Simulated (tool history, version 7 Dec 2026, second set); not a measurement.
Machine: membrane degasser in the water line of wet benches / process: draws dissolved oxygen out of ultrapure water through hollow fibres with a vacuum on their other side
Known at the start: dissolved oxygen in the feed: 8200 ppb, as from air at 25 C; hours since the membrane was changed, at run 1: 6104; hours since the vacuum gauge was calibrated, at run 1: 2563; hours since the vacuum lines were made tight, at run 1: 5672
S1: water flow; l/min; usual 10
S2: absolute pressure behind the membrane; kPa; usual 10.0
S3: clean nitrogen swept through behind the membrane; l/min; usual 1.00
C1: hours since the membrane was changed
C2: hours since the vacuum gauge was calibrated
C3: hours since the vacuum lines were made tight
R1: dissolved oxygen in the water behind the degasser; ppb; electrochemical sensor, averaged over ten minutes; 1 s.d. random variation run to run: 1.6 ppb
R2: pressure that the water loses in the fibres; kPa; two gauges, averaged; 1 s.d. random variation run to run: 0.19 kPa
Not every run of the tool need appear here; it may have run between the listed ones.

| run | day | S1 | S2 | S3 | C1 | C2 | C3 | R1 | R2 |
|---|---|---|---|---|---|---|---|---|---|
| 1 | 0.000 | 10 | 10.0 | 1.00 | 6104 | 2563 | 5672 | 170.3 | 39.03 |
| 2 | 7.842 | 6 | 10.0 | 1.00 | 6292 | 2751 | 5861 | 100.5 | 23.14 |
| 3 | 13.696 | 10 | 10.0 | 1.87 | 6433 | 2891 | 6001 | 103.2 | 39.31 |
| 4 | 21.500 | 8 | 10.0 | 1.00 | 6620 | 3079 | 6188 | 132.6 | 31.57 |
| 5 | 30.992 | 10 | 16.5 | 1.00 | 6848 | 3306 | 6416 | 319.1 | 39.22 |
| 6 | 39.217 | 10 | 16.5 | 1.00 | 7045 | 3504 | 6614 | 313.9 | 39.09 |
| 7 | 48.733 | 10 | 16.5 | 1.00 | 7273 | 3732 | 6842 | 316.6 | 39.25 |
|  | 50.504 | vacuum gauge calibrated |
| 8 | 54.458 | 10 | 16.5 | 1.00 | 7410 | 95 | 6979 | 317.7 | 39.01 |
| 9 | 61.429 | 10 | 16.5 | 1.00 | 7578 | 262 | 7146 | 317.8 | 38.92 |
| 10 | 65.958 | 10 | 22.2 | 1.00 | 7686 | 371 | 7255 | 443.3 | 39.45 |
| 11 | 74.833 | 10 | 22.2 | 1.00 | 7899 | 584 | 7468 | 444.2 | 39.13 |
| 12 | 81.733 | 7 | 10.0 | 1.00 | 8065 | 750 | 7633 | 116.1 | 26.96 |
| 13 | 86.312 | 7 | 10.0 | 1.00 | 8175 | 859 | 7743 | 113.0 | 27.26 |
| 14 | 92.504 | 7 | 10.0 | 1.00 | 8323 | 1008 | 7892 | 116.1 | 27.41 |
| 15 | 98.112 | 7 | 10.0 | 0.97 | 8458 | 1143 | 8026 | 119.1 | 27.30 |
| 16 | 106.238 | 10 | 7.2 | 1.00 | 8653 | 1338 | 8221 | 107.6 | 38.89 |
| 17 | 115.221 | 10 | 7.2 | 1.00 | 8869 | 1553 | 8437 | 105.3 | 38.88 |
| 18 | 122.912 | 10 | 8.0 | 1.50 | 9053 | 1738 | 8622 | 91.4 | 39.10 |
| 19 | 127.733 | 10 | 7.2 | 1.00 | 9169 | 1854 | 8737 | 108.2 | 39.11 |
| 20 | 135.496 | 10 | 7.2 | 1.00 | 9355 | 2040 | 8924 | 108.0 | 39.02 |
| 21 | 143.654 | 8 | 18.1 | 1.90 | 9551 | 2236 | 9120 | 156.4 | 31.44 |
| 22 | 150.512 | 6 | 13.0 | 1.00 | 9716 | 2400 | 9284 | 142.1 | 23.60 |
| 23 | 159.567 | 12 | 13.9 | 0.54 | 9933 | 2618 | 9501 | 533.4 | 47.10 |
| 24 | 166.888 | 11 | 13.1 | 0.95 | 10109 | 2793 | 9677 | 282.4 | 43.10 |
|  | 169.767 | seals of the vacuum lines changed |
| 25 | 172.667 | 11 | 8.7 | 0.95 | 10245 | 2930 | 70 | 166.2 | 43.31 |
| 26 | 178.029 | 10 | 7.3 | 2.19 | 10374 | 3059 | 198 | 58.8 | 39.07 |
| 27 | 182.179 | 10 | 7.3 | 2.19 | 10474 | 3158 | 298 | 58.4 | 39.07 |
| 28 | 188.229 | 12 | 10.7 | 1.51 | 10619 | 3303 | 443 | 171.0 | 46.91 |
| 29 | 194.629 | 6 | 10.7 | 1.54 | 10772 | 3457 | 597 | 71.3 | 23.68 |
| 30 | 203.650 | 11 | 11.1 | 1.42 | 10989 | 3674 | 813 | 163.0 | 42.93 |
|  | 207.683 | vacuum gauge calibrated |
| 31 | 207.883 | 11 | 8.0 | 0.98 | 11090 | 5 | 914 | 146.3 | 43.30 |

5 options for the next run, each taken on its own from the tool as it stands now. Forecast them:
| A | 217.225 | 13 | 13.0 | 0.44 | 11314 | 229 | 1138 | ? | ? |
| B | 217.225 | 10 | 23.8 | 1.63 | 11314 | 229 | 1138 | ? | ? |
| C | 217.225 | 8 | 12.9 | 0.60 | 11314 | 229 | 1138 | ? | ? |
| D | 217.225 | 10 | 21.0 | 0.45 | 11314 | 229 | 1138 | ? | ? |
| E | 217.225 | 7 | 10.0 | 1.70 | 11314 | 229 | 1138 | ? | ? |

| run | R1 | R2 |
|---|---|---|
| A | 613.7 | 50.95 |
| B | 311.7 | 39.43 |
| C | 298.7 | 31.05 |
| D | 806.6 | 39.27 |
| E | 69.8 | 27.27 |
What these runs would have given with no unlogged condition in the tool:
| run | R1 | R2 |
|---|---|---|
| A | 613.5 | 50.90 |
| B | 311.6 | 39.40 |
| C | 298.7 | 31.02 |
| D | 806.5 | 39.23 |
| E | 69.7 | 27.25 |

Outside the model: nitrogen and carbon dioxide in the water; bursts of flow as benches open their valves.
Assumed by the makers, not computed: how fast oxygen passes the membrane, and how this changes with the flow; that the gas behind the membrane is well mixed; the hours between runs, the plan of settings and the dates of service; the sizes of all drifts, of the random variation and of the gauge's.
